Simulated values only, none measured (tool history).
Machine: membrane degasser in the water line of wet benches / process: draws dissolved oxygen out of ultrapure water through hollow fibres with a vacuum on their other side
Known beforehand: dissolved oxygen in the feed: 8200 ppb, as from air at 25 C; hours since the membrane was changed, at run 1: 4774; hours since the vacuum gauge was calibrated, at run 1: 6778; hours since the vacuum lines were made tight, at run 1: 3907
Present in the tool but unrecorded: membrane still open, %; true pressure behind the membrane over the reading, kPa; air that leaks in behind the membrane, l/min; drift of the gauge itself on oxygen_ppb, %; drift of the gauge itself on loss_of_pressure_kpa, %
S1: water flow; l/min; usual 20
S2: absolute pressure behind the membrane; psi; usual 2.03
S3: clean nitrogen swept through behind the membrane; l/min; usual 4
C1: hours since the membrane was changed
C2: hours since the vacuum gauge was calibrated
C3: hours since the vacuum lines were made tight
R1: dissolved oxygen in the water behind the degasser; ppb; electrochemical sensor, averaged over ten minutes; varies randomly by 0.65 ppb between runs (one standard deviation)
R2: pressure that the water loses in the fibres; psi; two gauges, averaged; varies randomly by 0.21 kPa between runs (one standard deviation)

| run | hour | S1 | S2 | S3 | C1 | C2 | C3 | R1 | R2 |
|---|---|---|---|---|---|---|---|---|---|
| 1 | 0 | 20 | 2.03 | 4 | 4774 | 6778 | 3907 | 136.5 | 7.304 |
|  | 102 | vacuum gauge calibrated |
| 2 | 179.1 | 20 | 2.03 | 11.08 | 4952 | 77 | 4086 | 55.2 | 7.282 |
| 3 | 272.5 | 20 | 2.03 | 11.08 | 5046 | 171 | 4179 | 54.7 | 7.33 |
| 4 | 352.6 | 20 | 4.31 | 4 | 5126 | 251 | 4259 | 317.3 | 7.351 |
| 5 | 473.5 | 20 | 4.31 | 4 | 5247 | 372 | 4380 | 319.3 | 7.314 |
| 6 | 586.6 | 20 | 4.31 | 4 | 5360 | 485 | 4493 | 316.6 | 7.355 |
| 7 | 712.8 | 20 | 2.03 | 4 | 5486 | 611 | 4619 | 137.3 | 7.33 |
| 8 | 873.8 | 20 | 2.03 | 4 | 5647 | 772 | 4781 | 137.3 | 7.324 |
|  | 887.2 | seals of the vacuum lines changed |
| 9 | 1002.6 | 20 | 3.87 | 4 | 5774 | 899 | 115 | 285.5 | 7.307 |
| 10 | 1118.1 | 20 | 2.03 | 7.36 | 5889 | 1014 | 231 | 78.5 | 7.266 |
| 11 | 1225.7 | 20 | 2.03 | 1.81 | 5997 | 1122 | 338 | 280.4 | 7.24 |
| 12 | 1341.2 | 20 | 2.03 | 1.81 | 6112 | 1237 | 454 | 278.1 | 7.368 |
| 13 | 1451.9 | 20 | 2.03 | 4 | 6223 | 1348 | 565 | 137.7 | 7.252 |
| 14 | 1553.5 | 20 | 2.03 | 4 | 6325 | 1450 | 666 | 136.5 | 7.288 |
| 15 | 1690 | 20 | 2.03 | 4 | 6461 | 1586 | 803 | 136.7 | 7.292 |
| 16 | 1786.3 | 20 | 2.03 | 4 | 6557 | 1682 | 899 | 136.8 | 7.279 |
| 17 | 1905.3 | 15 | 2.03 | 4 | 6676 | 1801 | 1018 | 99.4 | 5.5 |
| 18 | 2069.6 | 15 | 2.03 | 4 | 6841 | 1966 | 1182 | 99.4 | 5.474 |
| 19 | 2148.3 | 18 | 4.61 | 4.46 | 6919 | 2044 | 1261 | 279.2 | 6.633 |
| 20 | 2313.9 | 17 | 2.54 | 5.84 | 7085 | 2210 | 1427 | 105.1 | 6.196 |
| 21 | 2469 | 30 | 1.9 | 1.88 | 7240 | 2365 | 1582 | 391.6 | 10.958 |
| 22 | 2582.9 | 21 | 3.47 | 10.42 | 7354 | 2479 | 1696 | 110.9 | 7.661 |
| 23 | 2761.7 | 20 | 3.45 | 4.81 | 7533 | 2658 | 1874 | 214.1 | 7.294 |
| 24 | 2889.1 | 14 | 2.03 | 4 | 7660 | 2785 | 2002 | 93 | 5.091 |
| 25 | 3026.3 | 14 | 2.03 | 4 | 7797 | 2922 | 2139 | 92.1 | 5.111 |
| 26 | 3208.7 | 14 | 2.03 | 4 | 7980 | 3105 | 2321 | 92.6 | 5.213 |
| 27 | 3299.4 | 14 | 3.51 | 4 | 8070 | 3195 | 2412 | 178.6 | 5.088 |
| 28 | 3397.5 | 14 | 1.42 | 2.03 | 8169 | 3294 | 2510 | 108.4 | 5.129 |
| 29 | 3533.1 | 14 | 1.42 | 2.03 | 8304 | 3429 | 2646 | 109.6 | 5.162 |
| 30 | 3643.7 | 14 | 2.65 | 3.5 | 8415 | 3540 | 2756 | 146.2 | 5.066 |
| 31 | 3723.7 | 23 | 4.86 | 4.53 | 8495 | 3620 | 2836 | 374.6 | 8.408 |

Take each entry between the runs: how does the hidden state at the last listed run before it differ from the hidden state at the first listed run after it?
From run 1 to run 2: vacuum gauge calibrated (hour 102)
  true pressure behind the membrane over the reading, kPa: 0.01 -> 0
From run 8 to run 9: seals of the vacuum lines changed (hour 887.2)
  air that leaks in behind the membrane, l/min: 0.0022 -> 0.002

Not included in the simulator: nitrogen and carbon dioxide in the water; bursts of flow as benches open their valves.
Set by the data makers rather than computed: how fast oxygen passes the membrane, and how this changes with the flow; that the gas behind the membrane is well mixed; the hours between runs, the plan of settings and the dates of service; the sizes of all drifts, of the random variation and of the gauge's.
